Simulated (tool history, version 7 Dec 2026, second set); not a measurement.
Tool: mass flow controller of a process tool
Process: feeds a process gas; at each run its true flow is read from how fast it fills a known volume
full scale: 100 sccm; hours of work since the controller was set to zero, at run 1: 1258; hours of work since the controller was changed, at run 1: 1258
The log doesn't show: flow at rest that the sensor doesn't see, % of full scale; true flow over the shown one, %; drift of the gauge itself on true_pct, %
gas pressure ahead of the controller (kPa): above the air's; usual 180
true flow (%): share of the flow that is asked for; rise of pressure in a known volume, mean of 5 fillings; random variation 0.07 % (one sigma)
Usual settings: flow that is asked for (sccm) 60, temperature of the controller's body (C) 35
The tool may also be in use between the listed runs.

run	hour	flow that is asked for (sccm)	gas pressure ahead of the controller (kPa)	temperature of the controller's body (C)	hours of work since the controller was set to zero	hours of work since the controller was changed	true flow (%)
1	0.0	60	180	35	1258	1258	98.23
2	155.1	60	180	35	1378	1378	98.30
3	294.2	60	180	23	1485	1485	98.64
4	393.0	60	180	35	1562	1562	98.12
5	533.0	60	180	29	1670	1670	98.33
6	693.2	60	180	29	1794	1794	98.28
7	909.1	47	180	35	1961	1961	97.67
8	1039.0	47	180	35	2062	2062	97.52
9	1243.7	60	180	35	2220	2220	97.90
10	1374.0	60	180	35	2321	2321	97.77
11	1483.1	60	163	35	2405	2405	97.90
12	1696.7	60	180	37	2570	2570	97.47
13	1834.3	29	180	35	2677	2677	96.81
14	2058.3	29	180	35	2850	2850	96.65
15	2166.2	29	222	31	2934	2934	96.68
16	2291.8	64	153	35	3031	3031	97.51
17	2483.4	64	164	35	3179	3179	97.32
18	2600.5	14	224	35	3270	3270	95.21
19	2780.2	15	170	31	3409	3409	95.52
20	2896.8	40	170	31	3499	3499	96.85
21	3118.5	40	170	31	3670	3670	96.66
22	3280.0	40	174	36	3795	3795	96.52
23	3387.4	40	223	26	3878	3878	96.80
24	3539.8	40	175	28	3996	3996	96.76
25	3743.8	10	223	31	4154	4154	93.73
26	3937.8	10	223	31	4304	4304	93.66

Forecast run 27:
27	4028.4	10	223	31	4374	4374	?

Run 27 gave true flow (%) 93.62.
Without the tool's hidden state the same run would have given true flow (%) 98.00.

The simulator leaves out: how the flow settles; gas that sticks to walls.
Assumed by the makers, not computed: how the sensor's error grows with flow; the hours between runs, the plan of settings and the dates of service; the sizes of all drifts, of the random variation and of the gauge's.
